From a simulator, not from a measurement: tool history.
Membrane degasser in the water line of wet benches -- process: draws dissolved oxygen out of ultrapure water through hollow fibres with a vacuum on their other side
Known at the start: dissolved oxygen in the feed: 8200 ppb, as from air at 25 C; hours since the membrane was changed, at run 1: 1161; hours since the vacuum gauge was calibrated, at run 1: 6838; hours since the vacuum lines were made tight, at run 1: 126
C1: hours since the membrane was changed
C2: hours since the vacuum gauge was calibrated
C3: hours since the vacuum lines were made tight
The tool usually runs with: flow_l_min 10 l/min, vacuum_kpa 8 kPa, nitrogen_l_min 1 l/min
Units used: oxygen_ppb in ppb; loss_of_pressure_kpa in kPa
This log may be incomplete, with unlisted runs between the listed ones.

{"run": 1, "hour": 0.0, "flow_l_min": 10, "vacuum_kpa": 8, "nitrogen_l_min": 1, "C1": 1161, "C2": 6838, "C3": 126, "oxygen_ppb": 115.3, "loss_of_pressure_kpa": 68.45}
{"run": 2, "hour": 282.3, "flow_l_min": 10, "vacuum_kpa": 8, "nitrogen_l_min": 0.53, "C1": 1443, "C2": 7120, "C3": 408, "oxygen_ppb": 203.5, "loss_of_pressure_kpa": 68.76}
{"run": 3, "hour": 437.6, "flow_l_min": 10, "vacuum_kpa": 8, "nitrogen_l_min": 0.53, "C1": 1598, "C2": 7275, "C3": 563, "oxygen_ppb": 200.9, "loss_of_pressure_kpa": 68.97}
{"run": 4, "hour": 650.3, "flow_l_min": 10, "vacuum_kpa": 8, "nitrogen_l_min": 0.53, "C1": 1811, "C2": 7488, "C3": 776, "oxygen_ppb": 205.5, "loss_of_pressure_kpa": 68.6}
{"run": 5, "hour": 802.7, "flow_l_min": 10, "vacuum_kpa": 8, "nitrogen_l_min": 0.53, "C1": 1963, "C2": 7641, "C3": 928, "oxygen_ppb": 202.9, "loss_of_pressure_kpa": 68.23}
{"run": 6, "hour": 1024.1, "flow_l_min": 10, "vacuum_kpa": 8, "nitrogen_l_min": 0.53, "C1": 2185, "C2": 7862, "C3": 1150, "oxygen_ppb": 206, "loss_of_pressure_kpa": 68.44}
{"run": 7, "hour": 1316.7, "flow_l_min": 10, "vacuum_kpa": 8, "nitrogen_l_min": 0.53, "C1": 2477, "C2": 8155, "C3": 1442, "oxygen_ppb": 201.3, "loss_of_pressure_kpa": 68.25}
{"run": 8, "hour": 1466.9, "flow_l_min": 10, "vacuum_kpa": 8, "nitrogen_l_min": 0.53, "C1": 2627, "C2": 8305, "C3": 1592, "oxygen_ppb": 201.7, "loss_of_pressure_kpa": 68.68}
{"run": 9, "hour": 1723.4, "flow_l_min": 10, "vacuum_kpa": 8, "nitrogen_l_min": 1, "C1": 2884, "C2": 8561, "C3": 1849, "oxygen_ppb": 116.6, "loss_of_pressure_kpa": 68.16}
{"hour": 1914.3, "done": "vacuum gauge calibrated"}
{"run": 10, "hour": 2011.2, "flow_l_min": 10, "vacuum_kpa": 8, "nitrogen_l_min": 1, "C1": 3171, "C2": 97, "C3": 2136, "oxygen_ppb": 114, "loss_of_pressure_kpa": 68.41}
{"run": 11, "hour": 2357.2, "flow_l_min": 10, "vacuum_kpa": 8, "nitrogen_l_min": 1.4, "C1": 3517, "C2": 443, "C3": 2482, "oxygen_ppb": 85.4, "loss_of_pressure_kpa": 68.1}
{"run": 12, "hour": 2660.4, "flow_l_min": 10, "vacuum_kpa": 14.13, "nitrogen_l_min": 1, "C1": 3820, "C2": 746, "C3": 2785, "oxygen_ppb": 258.6, "loss_of_pressure_kpa": 68.44}
{"run": 13, "hour": 2817.6, "flow_l_min": 10, "vacuum_kpa": 14.13, "nitrogen_l_min": 1, "C1": 3978, "C2": 903, "C3": 2943, "oxygen_ppb": 253.6, "loss_of_pressure_kpa": 68.72}
{"run": 14, "hour": 3089.6, "flow_l_min": 10, "vacuum_kpa": 14.13, "nitrogen_l_min": 1, "C1": 4250, "C2": 1175, "C3": 3215, "oxygen_ppb": 256.6, "loss_of_pressure_kpa": 68.16}
{"run": 15, "hour": 3236.7, "flow_l_min": 10, "vacuum_kpa": 8, "nitrogen_l_min": 1.7, "C1": 4397, "C2": 1322, "C3": 3362, "oxygen_ppb": 72.8, "loss_of_pressure_kpa": 68.35}
{"run": 16, "hour": 3494.0, "flow_l_min": 10, "vacuum_kpa": 8, "nitrogen_l_min": 1.7, "C1": 4654, "C2": 1580, "C3": 3619, "oxygen_ppb": 70.4, "loss_of_pressure_kpa": 68.08}
{"run": 17, "hour": 3735.4, "flow_l_min": 14, "vacuum_kpa": 8.56, "nitrogen_l_min": 1, "C1": 4895, "C2": 1821, "C3": 3861, "oxygen_ppb": 195, "loss_of_pressure_kpa": 95.41}
{"run": 18, "hour": 3971.6, "flow_l_min": 12, "vacuum_kpa": 6.9, "nitrogen_l_min": 1, "C1": 5132, "C2": 2057, "C3": 4097, "oxygen_ppb": 113.5, "loss_of_pressure_kpa": 81.87}
{"run": 19, "hour": 4122.0, "flow_l_min": 12, "vacuum_kpa": 6.9, "nitrogen_l_min": 1, "C1": 5282, "C2": 2208, "C3": 4247, "oxygen_ppb": 114.2, "loss_of_pressure_kpa": 81.93}
{"run": 20, "hour": 4374.8, "flow_l_min": 12, "vacuum_kpa": 6.9, "nitrogen_l_min": 1, "C1": 5535, "C2": 2460, "C3": 4500, "oxygen_ppb": 112.5, "loss_of_pressure_kpa": 82.34}
{"run": 21, "hour": 4627.0, "flow_l_min": 12, "vacuum_kpa": 8.67, "nitrogen_l_min": 1.82, "C1": 5787, "C2": 2713, "C3": 4752, "oxygen_ppb": 95.5, "loss_of_pressure_kpa": 81.36}
{"run": 22, "hour": 4975.2, "flow_l_min": 13, "vacuum_kpa": 18.07, "nitrogen_l_min": 0.45, "C1": 6135, "C2": 3061, "C3": 5100, "oxygen_ppb": 845.8, "loss_of_pressure_kpa": 87.74}
{"run": 23, "hour": 5130.8, "flow_l_min": 10, "vacuum_kpa": 7.91, "nitrogen_l_min": 1, "C1": 6291, "C2": 3217, "C3": 5256, "oxygen_ppb": 112.1, "loss_of_pressure_kpa": 68.05}
{"run": 24, "hour": 5334.1, "flow_l_min": 11, "vacuum_kpa": 18.99, "nitrogen_l_min": 0.6, "C1": 6494, "C2": 3420, "C3": 5459, "oxygen_ppb": 625.5, "loss_of_pressure_kpa": 74.92}
{"run": 25, "hour": 5649.1, "flow_l_min": 11, "vacuum_kpa": 18.99, "nitrogen_l_min": 0.6, "C1": 6809, "C2": 3735, "C3": 5774, "oxygen_ppb": 623.8, "loss_of_pressure_kpa": 74.67}
{"run": 26, "hour": 5807.2, "flow_l_min": 7, "vacuum_kpa": 16.91, "nitrogen_l_min": 0.88, "C1": 6967, "C2": 3893, "C3": 5932, "oxygen_ppb": 254.2, "loss_of_pressure_kpa": 47.24}
{"run": 27, "hour": 6079.2, "flow_l_min": 14, "vacuum_kpa": 7.48, "nitrogen_l_min": 1.01, "C1": 7239, "C2": 4165, "C3": 6204, "oxygen_ppb": 157.2, "loss_of_pressure_kpa": 95.11}
{"run": 28, "hour": 6246.2, "flow_l_min": 9, "vacuum_kpa": 11.89, "nitrogen_l_min": 2.53, "C1": 7406, "C2": 4332, "C3": 6371, "oxygen_ppb": 76.9, "loss_of_pressure_kpa": 60.69}
{"run": 29, "hour": 6456.2, "flow_l_min": 13, "vacuum_kpa": 17.89, "nitrogen_l_min": 0.95, "C1": 7616, "C2": 4542, "C3": 6581, "oxygen_ppb": 461.8, "loss_of_pressure_kpa": 87.57}
{"run": 30, "hour": 6692.8, "flow_l_min": 13, "vacuum_kpa": 17.89, "nitrogen_l_min": 0.95, "C1": 7853, "C2": 4778, "C3": 6818, "oxygen_ppb": 462.1, "loss_of_pressure_kpa": 87.56}

Predict each of these 4 candidate next runs independently; none follows another, all start after run 30:
{"run": "A", "hour": 6856.1, "flow_l_min": 7, "vacuum_kpa": 17.89, "nitrogen_l_min": 0.79, "C1": 8016, "C2": 4942, "C3": 6981, "oxygen_ppb": "?", "loss_of_pressure_kpa": "?"}
{"run": "B", "hour": 6856.1, "flow_l_min": 10, "vacuum_kpa": 8.31, "nitrogen_l_min": 1, "C1": 8016, "C2": 4942, "C3": 6981, "oxygen_ppb": "?", "loss_of_pressure_kpa": "?"}
{"run": "C", "hour": 6856.1, "flow_l_min": 7, "vacuum_kpa": 7.69, "nitrogen_l_min": 0.95, "C1": 8016, "C2": 4942, "C3": 6981, "oxygen_ppb": "?", "loss_of_pressure_kpa": "?"}
{"run": "D", "hour": 6856.1, "flow_l_min": 10, "vacuum_kpa": 5.82, "nitrogen_l_min": 0.58, "C1": 8016, "C2": 4942, "C3": 6981, "oxygen_ppb": "?", "loss_of_pressure_kpa": "?"}

run=A oxygen_ppb=302.6 loss_of_pressure_kpa=47.44
run=B oxygen_ppb=125.3 loss_of_pressure_kpa=68.11
run=C oxygen_ppb=79.4 loss_of_pressure_kpa=47.57
run=D oxygen_ppb=103.7 loss_of_pressure_kpa=67.18
With the hidden condition removed and each run's random variation left untouched, the same runs would have given:
run=A oxygen_ppb=302.3 loss_of_pressure_kpa=48.2
run=B oxygen_ppb=125.1 loss_of_pressure_kpa=69.2
run=C oxygen_ppb=79.3 loss_of_pressure_kpa=48.33
run=D oxygen_ppb=103.6 loss_of_pressure_kpa=68.26
